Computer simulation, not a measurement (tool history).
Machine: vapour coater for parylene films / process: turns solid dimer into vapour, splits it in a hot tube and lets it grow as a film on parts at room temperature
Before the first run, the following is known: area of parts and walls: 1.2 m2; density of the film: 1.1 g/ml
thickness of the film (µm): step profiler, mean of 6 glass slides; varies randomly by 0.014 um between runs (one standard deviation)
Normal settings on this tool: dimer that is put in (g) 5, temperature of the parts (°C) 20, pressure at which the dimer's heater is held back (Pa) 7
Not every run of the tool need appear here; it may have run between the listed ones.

run    hour  dimer that is put in (g)  temperature of the parts (°C)  pressure at which the dimer's heater is held back (Pa)  thickness of the film (µm)
  1       0                         5                             20                                                       7                        1.98
  2    66.9                         5                             20                                                       7                        1.96
  3   128.4                         5                             20                                                       7                        1.93
  4   187.4                         5                             20                                                       7                        1.89
  5   215.4                         5                             20                                                       7                        1.88
  6   263.5                         5                             20                                                   10.96                         1.7
  7   302.1                         5                             20                                                    3.89                        2.09
  8   351.5                         5                             32                                                       7                        1.25
      416.2  -- trap's valve overhauled
  9     423                         5                             32                                                       7                        1.18
 10   488.7                         8                             32                                                       7                        1.87
 11     541                         5                             20                                                       7                         1.7
 12   602.3                         5                             20                                                       7                        1.64
      620.1  -- trap's valve overhauled, once more
 13   639.1                         5                             20                                                    3.48                        2.27
 14   670.7                         5                             20                                                    3.48                        2.25
 15   724.1                         5                             21                                                       7                        1.88
 16   784.6                         5                             20                                                    6.82                        1.91
 17   831.8                         5                             16                                                       7                        2.12
 18   869.4                         5                             16                                                       7                        2.12
 19   904.5                         5                             16                                                       7                        2.09
 20     948                         3                             16                                                    6.37                        1.25
 21   996.8                         5                             18                                                    5.98                        1.96
 22  1029.3                         5                             30                                                   11.87                        1.17
     1039.2  -- trap's valve overhauled
 23  1081.4                         4                             19                                                    2.15                        2.04
 24  1136.6                         3                             13                                                    2.15                        1.82
 25  1198.9                         3                             13                                                    2.15                        1.83
     1215.8  -- table's thermometer calibrated
 26  1244.5                         9                             27                                                    2.78                        3.36
 27  1286.9                         9                             27                                                    2.78                        3.36

Each row is a separate what-if for the run after 27, all from the same tool condition, not one after another. Results?
  A  1355.5                         3                             14                                                    6.18                           ?
  B  1355.5                         5                             21                                                       7                           ?
  C  1355.5                         4                             22                                                    4.37                           ?
  D  1355.5                         3                             16                                                   10.03                           ?
  E  1355.5                         2                             27                                                    2.78                           ?

run  thickness of the film (µm)
  A                        1.38
  B                        1.82
  C                        1.57
  D                        1.17
  E                        0.73
With the hidden condition removed and each run's random variation left untouched, the same runs would have given:
run  thickness of the film (µm)
  A                        1.48
  B                        1.95
  C                        1.69
  D                        1.26
  E                        0.78
